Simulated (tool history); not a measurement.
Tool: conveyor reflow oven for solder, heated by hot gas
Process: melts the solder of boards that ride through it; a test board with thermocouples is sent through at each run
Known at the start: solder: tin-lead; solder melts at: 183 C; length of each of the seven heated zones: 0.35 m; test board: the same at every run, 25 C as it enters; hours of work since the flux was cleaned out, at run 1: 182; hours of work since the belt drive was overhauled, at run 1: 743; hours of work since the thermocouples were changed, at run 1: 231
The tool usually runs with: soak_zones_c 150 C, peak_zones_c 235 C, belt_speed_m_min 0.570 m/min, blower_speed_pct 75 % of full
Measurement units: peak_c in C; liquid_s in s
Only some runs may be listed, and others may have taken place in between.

run   hour  soak_zones_c  peak_zones_c  belt_speed_m_min  blower_speed_pct  hours of work since the flux was cleaned out  hours of work since the belt drive was overhauled  hours of work since the thermocouples were changed  peak_c  liquid_s
  1    0.0           150           235             0.570                75                                           182                                                743                                                 231   223.5      64.7
  2    4.9           150           235             0.664                75                                           186                                                746                                                 235   219.0      52.5
  3   12.4           150           235             0.570                75                                           191                                                751                                                 240   223.0      65.0
  4   19.5           150           235             0.570                75                                           196                                                756                                                 244   222.8      65.1
  5   26.8           150           235             0.570                75                                           200                                                761                                                 249   222.8      64.9
  6   34.3           150           235             0.570                75                                           205                                                766                                                 254   222.9      64.5
  7   42.8           150           235             0.570                75                                           211                                                771                                                 260   223.3      64.6
  8   51.5           150           235             0.570                75                                           217                                                777                                                 266   223.1      64.7
  9   57.8           150           235             0.570                75                                           221                                                782                                                 270   222.9      65.3
 10   64.7           150           235             0.570                75                                           226                                                786                                                 275   223.7      64.0
 11   73.9           150           235             0.570                75                                           232                                                792                                                 281   222.9      64.5
 12   81.4           150           235             0.570                75                                           237                                                797                                                 286   223.1      64.7
 13   85.7           150           235             0.570                75                                           240                                                800                                                 289   222.7      65.1
 14   91.7           150           235             0.570                75                                           244                                                804                                                 293   223.4      64.6
 15   99.3           150           235             0.570                75                                           249                                                810                                                 298   223.9      64.6
 16  107.3           150           235             0.570                75                                           255                                                815                                                 304   223.1      64.9
 17  115.6           140           235             0.570                55                                           260                                                821                                                 309   215.2      54.4
 18  119.9           152           242             0.641                51                                           263                                                823                                                 312   218.0      53.4
 19  127.1           142           242             0.641                81                                           268                                                828                                                 317   226.2      56.1
 20  135.7           142           242             0.641                81                                           274                                                834                                                 323   225.7      56.4
 21  145.2           142           242             0.570                85                                           280                                                841                                                 329   230.5      65.9
 22  152.9           142           242             0.570                85                                           286                                                846                                                 334   230.2      65.7
 23  157.0           150           224             0.570                71                                           288                                                849                                                 337   213.0      57.8
 24  161.3           150           224             0.570                71                                           291                                                851                                                 340   212.8      58.1
 25  169.6           150           224             0.570                71                                           297                                                857                                                 346   212.1      57.9
 26  175.3           150           224             0.581                52                                           301                                                861                                                 350   206.5      49.5
     186.0  -- flux residue cleaned out of gas plates and filters
 27  189.9           150           224             0.581                52                                             3                                                867                                                 356   207.8      50.8
 28  197.0           150           224             0.581                52                                             7                                                872                                                 361   208.3      50.5
 29  203.9           150           224             0.581                52                                            12                                                877                                                 366   207.3      50.4
 30  211.5           150           224             0.581                52                                            17                                                882                                                 371   207.7      50.5

Across each entry between runs, compare the hidden state at the last listed run before it with the hidden state at the first listed run after it:
Logged between run 26 and run 27: flux residue cleaned out of gas plates and filters (hour 186.0)
  heat that the gas passes to the board, % of a clean oven's: 95.5 -> 99.5; belt's true speed, % of the reading: 97.94 -> 97.92; true gas temperature in zones 6 and 7 over the reading, C: 1.22 -> 1.24
  measured less the result without the state, peak_c: +0.8 -> +1.6 C; liquid_s: +1.7 -> +2.8 s

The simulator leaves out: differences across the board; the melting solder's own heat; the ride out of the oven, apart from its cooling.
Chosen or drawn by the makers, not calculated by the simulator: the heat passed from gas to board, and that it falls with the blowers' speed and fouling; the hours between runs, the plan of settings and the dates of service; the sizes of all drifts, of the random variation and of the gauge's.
